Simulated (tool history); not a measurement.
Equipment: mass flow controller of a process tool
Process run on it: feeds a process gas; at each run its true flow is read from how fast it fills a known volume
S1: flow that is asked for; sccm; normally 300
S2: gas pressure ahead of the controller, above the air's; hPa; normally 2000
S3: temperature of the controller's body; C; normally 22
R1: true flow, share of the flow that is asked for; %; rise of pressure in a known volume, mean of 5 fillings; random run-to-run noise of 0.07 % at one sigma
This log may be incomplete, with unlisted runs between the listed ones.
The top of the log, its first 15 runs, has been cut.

| run | hour | S1 | S2 | S3 | R1 |
|---|---|---|---|---|---|
| 16 | 1659.7 | 300 | 2000 | 22 | 98.08 |
| 17 | 1769.8 | 300 | 1860 | 22 | 98.09 |
| 18 | 1852.2 | 328 | 2150 | 26 | 97.93 |
| 19 | 1926.1 | 328 | 2150 | 26 | 97.74 |
| 20 | 2034.7 | 328 | 2150 | 26 | 97.81 |
| 21 | 2132.1 | 266 | 2710 | 36 | 96.85 |
| 22 | 2233.9 | 266 | 2710 | 36 | 96.99 |
| 23 | 2306.9 | 797 | 2210 | 28 | 98.66 |
| 24 | 2458.9 | 797 | 1870 | 28 | 98.49 |
| 25 | 2565.2 | 227 | 2690 | 34 | 97 |
| 26 | 2644.8 | 227 | 2690 | 34 | 96.84 |
| 27 | 2749 | 300 | 1980 | 36 | 96.5 |
| 28 | 2830.1 | 300 | 2000 | 22 | 97.93 |
| 29 | 2938.7 | 863 | 2220 | 28 | 98.64 |
| 30 | 3077.1 | 863 | 1490 | 23 | 98.69 |
| 31 | 3241.9 | 314 | 1640 | 32 | 96.62 |

5 options for the next run, each taken on its own from the tool as it stands now. Forecast them:
| A | 3328.3 | 697 | 2000 | 22 | ? |
| B | 3328.3 | 154 | 1910 | 30 | ? |
| C | 3328.3 | 314 | 1720 | 32 | ? |
| D | 3328.3 | 300 | 1610 | 22 | ? |
| E | 3328.3 | 300 | 2220 | 34 | ? |

| run | R1 |
|---|---|
| A | 98.64 |
| B | 96.51 |
| C | 96.74 |
| D | 97.71 |
| E | 96.65 |
Without the tool's hidden state the same runs would have given:
| run | R1 |
|---|---|
| A | 99.58 |
| B | 97.41 |
| C | 97.65 |
| D | 98.63 |
| E | 97.56 |

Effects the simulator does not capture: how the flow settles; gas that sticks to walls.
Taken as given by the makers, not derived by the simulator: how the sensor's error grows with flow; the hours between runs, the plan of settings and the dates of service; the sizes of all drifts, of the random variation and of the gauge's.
